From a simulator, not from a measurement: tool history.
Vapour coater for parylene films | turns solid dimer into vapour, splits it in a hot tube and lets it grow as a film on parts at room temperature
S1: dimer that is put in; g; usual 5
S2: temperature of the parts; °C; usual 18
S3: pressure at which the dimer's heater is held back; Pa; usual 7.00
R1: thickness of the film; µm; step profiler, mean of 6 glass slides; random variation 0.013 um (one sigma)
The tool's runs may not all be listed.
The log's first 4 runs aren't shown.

run     day  S1  S2    S3    R1
      2.546  -- trap's valve overhauled
  5   2.796   8  18  7.00  4.26
  6   3.558   5  18  7.00  2.68
  7   4.112   5  18  7.00  2.65
  8   4.642   5  18  7.00  2.64
  9   5.175   5  18  7.00  2.63
 10   5.629   5  18  7.00  2.64
 11   6.408   5  18  7.00  2.65
 12   7.212   5  18  7.00  2.62
 13   7.742   5  18  3.56  3.09
 14   8.396   5  18  7.00  2.60
 15   9.212   5  18  7.62  2.56
 16   9.842   5  28  7.62  2.11
 17  10.300   5  28  7.62  2.09
 18  10.938   5  28  7.62  2.09
 19  11.433   5  28  7.62  2.09
 20  12.217   5  21  7.62  2.41
 21  12.979   5  21  7.62  2.39
 22  13.758   3  19  2.27  1.99
 23  14.317   3  28  8.55  1.22
 24  14.929   5  19  8.60  2.39
 25  15.392   5  19  8.60  2.42
 26  15.746   5  18  5.07  2.77

Run 27 comes next. What will it give?
 27  16.567   5  18  5.07   ?

R1: 2.75 µm
Without the tool's hidden state the same run would have given R1 2.87 µm.

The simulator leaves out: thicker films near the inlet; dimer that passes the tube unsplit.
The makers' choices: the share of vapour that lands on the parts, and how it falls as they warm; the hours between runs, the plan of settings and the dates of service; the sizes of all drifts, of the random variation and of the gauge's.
